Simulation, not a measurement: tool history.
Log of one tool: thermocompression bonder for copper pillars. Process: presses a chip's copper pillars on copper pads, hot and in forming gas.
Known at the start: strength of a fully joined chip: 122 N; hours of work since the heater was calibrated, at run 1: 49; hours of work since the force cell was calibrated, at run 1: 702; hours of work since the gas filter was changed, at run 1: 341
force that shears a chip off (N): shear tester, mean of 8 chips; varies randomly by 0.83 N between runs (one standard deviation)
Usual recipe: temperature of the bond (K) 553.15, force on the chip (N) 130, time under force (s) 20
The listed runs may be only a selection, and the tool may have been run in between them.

run	hour	temperature of the bond (K)	force on the chip (N)	time under force (s)	hours of work since the heater was calibrated	hours of work since the force cell was calibrated	hours of work since the gas filter was changed	force that shears a chip off (N)
1	0	553.15	130	20	49	702	341	67.9
2	34	553.15	130	20	69	722	361	66.1
3	66.2	553.15	130	20	88	741	380	66
# hour 90.3: forming gas filter changed
4	101.7	525.15	130	20	109	761	7	51.9
5	155.2	525.15	130	20	140	793	38	51.8
6	185.9	525.15	130	20	158	811	56	52.3
7	236.7	553.15	130	20	188	841	86	70.2
8	286.6	553.15	130	20	217	870	115	72.5
9	319.1	553.15	186	39	236	889	135	100.1
10	344.2	553.15	185	16	251	904	149	83.4
11	397.6	553.15	185	16	283	935	181	83.1
12	448.2	527.15	103	41	312	965	210	56.9
13	505.1	527.15	158	27	346	999	244	69.2
14	543.4	552.15	93	20	368	1021	266	55.3
15	570	574.15	130	42	384	1037	282	97.6
16	621.5	574.15	130	42	414	1067	312	97.9

Branching from run 16: 3 alternative next runs. What would each branch give?
A	659.1	557.15	148	12	436	1089	335	?
B	659.1	527.15	113	59	436	1089	335	?
C	659.1	574.15	100	42	436	1089	335	?

run	force that shears a chip off (N)
A	69.7
B	70
C	85.5
Stripped of hidden state, with their random variation kept, the same runs would have yielded:
run	force that shears a chip off (N)
A	65.4
B	65.3
C	82

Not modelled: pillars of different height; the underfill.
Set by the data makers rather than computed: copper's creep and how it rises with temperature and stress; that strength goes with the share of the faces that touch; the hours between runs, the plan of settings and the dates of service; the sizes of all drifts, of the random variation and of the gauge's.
